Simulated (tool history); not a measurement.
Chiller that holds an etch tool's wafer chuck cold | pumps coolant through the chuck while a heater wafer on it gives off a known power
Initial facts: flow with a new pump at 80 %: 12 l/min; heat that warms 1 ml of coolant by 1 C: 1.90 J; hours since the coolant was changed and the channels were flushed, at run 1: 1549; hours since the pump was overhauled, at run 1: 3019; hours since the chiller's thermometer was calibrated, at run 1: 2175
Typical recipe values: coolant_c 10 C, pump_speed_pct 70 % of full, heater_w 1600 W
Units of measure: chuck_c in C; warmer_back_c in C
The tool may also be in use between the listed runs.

| run | day | coolant_c | pump_speed_pct | heater_w | hours since the coolant was changed and the channels were flushed | hours since the pump was overhauled | hours since the chiller's thermometer was calibrated | chuck_c | warmer_back_c |
|---|---|---|---|---|---|---|---|---|---|
| 1 | 0.000 | 10 | 70 | 1600 | 1549 | 3019 | 2175 | 30.7 | 4.92 |
| 2 | 2.612 | 10 | 70 | 1600 | 1612 | 3082 | 2238 | 30.6 | 4.82 |
| 3 | 6.625 | 10 | 70 | 1600 | 1708 | 3178 | 2334 | 30.8 | 4.85 |
| 4 | 9.512 | 10 | 91 | 1600 | 1778 | 3247 | 2403 | 27.0 | 3.67 |
| 5 | 13.162 | 10 | 70 | 1600 | 1865 | 3335 | 2491 | 30.9 | 4.89 |
| 6 | 16.208 | 10 | 70 | 1600 | 1938 | 3408 | 2564 | 30.7 | 4.88 |
| 7 | 20.758 | 10 | 70 | 893 | 2047 | 3517 | 2673 | 21.6 | 2.69 |
| 8 | 24.562 | 10 | 75 | 1600 | 2139 | 3609 | 2764 | 29.7 | 4.52 |
| 9 | 29.658 | 10 | 70 | 1600 | 2261 | 3731 | 2887 | 30.9 | 4.86 |
| 10 | 34.517 | 10 | 70 | 1317 | 2378 | 3848 | 3003 | 27.0 | 4.04 |
| 11 | 39.238 | 10 | 70 | 1317 | 2491 | 3961 | 3117 | 27.2 | 3.99 |
| 12 | 42.821 | 10 | 70 | 1317 | 2577 | 4047 | 3203 | 26.9 | 4.03 |
| 13 | 47.883 | 10 | 70 | 1317 | 2698 | 4168 | 3324 | 27.1 | 4.00 |
| 14 | 53.154 | 10 | 70 | 1317 | 2825 | 4295 | 3451 | 27.1 | 4.05 |
| 15 | 56.233 | 10 | 70 | 1600 | 2899 | 4369 | 3524 | 30.9 | 4.86 |
| 16 | 58.446 | 10 | 70 | 1600 | 2952 | 4422 | 3578 | 30.7 | 4.86 |
| 17 | 63.138 | 16 | 81 | 2288 | 3065 | 4534 | 3690 | 42.6 | 5.95 |
| 18 | 67.262 | 16 | 81 | 2288 | 3164 | 4633 | 3789 | 42.6 | 5.98 |
| 19 | 70.883 | 10 | 78 | 1600 | 3250 | 4720 | 3876 | 29.0 | 4.31 |
| 20 | 75.379 | 12 | 78 | 1600 | 3358 | 4828 | 3984 | 31.1 | 4.35 |
| 21 | 80.004 | 2 | 69 | 1270 | 3469 | 4939 | 4095 | 18.6 | 3.86 |
| 22 | 82.983 | 2 | 69 | 1370 | 3541 | 5011 | 4166 | 19.9 | 4.28 |
| 23 | 85.508 | 2 | 69 | 1370 | 3601 | 5071 | 4227 | 19.8 | 4.22 |
| 24 | 88.200 | 12 | 99 | 1473 | 3666 | 5136 | 4292 | 26.9 | 3.08 |
| 25 | 92.721 | 12 | 99 | 1473 | 3775 | 5244 | 4400 | 26.7 | 3.04 |
|  | 93.262 | chiller's thermometer calibrated |
| 26 | 95.133 | 10 | 83 | 1137 | 3831 | 5301 | 45 | 22.9 | 2.88 |
| 27 | 100.388 | 2 | 86 | 829 | 3958 | 5427 | 171 | 11.2 | 2.00 |
| 28 | 103.867 | 20 | 86 | 829 | 4041 | 5511 | 254 | 29.3 | 2.06 |
| 29 | 109.075 | 13 | 70 | 1755 | 4166 | 5636 | 379 | 35.6 | 5.36 |
| 30 | 111.317 | 5 | 70 | 1755 | 4220 | 5690 | 433 | 27.5 | 5.33 |
| 31 | 114.783 | 12 | 69 | 1755 | 4303 | 5773 | 517 | 35.1 | 5.45 |

Hidden state at the last listed run before each entry between runs and at the first one after, where it differs:
Logged between run 25 and run 26: chiller's thermometer calibrated (day 93.262)
  coolant's true temperature over the reading, C: -0.01 -> 0
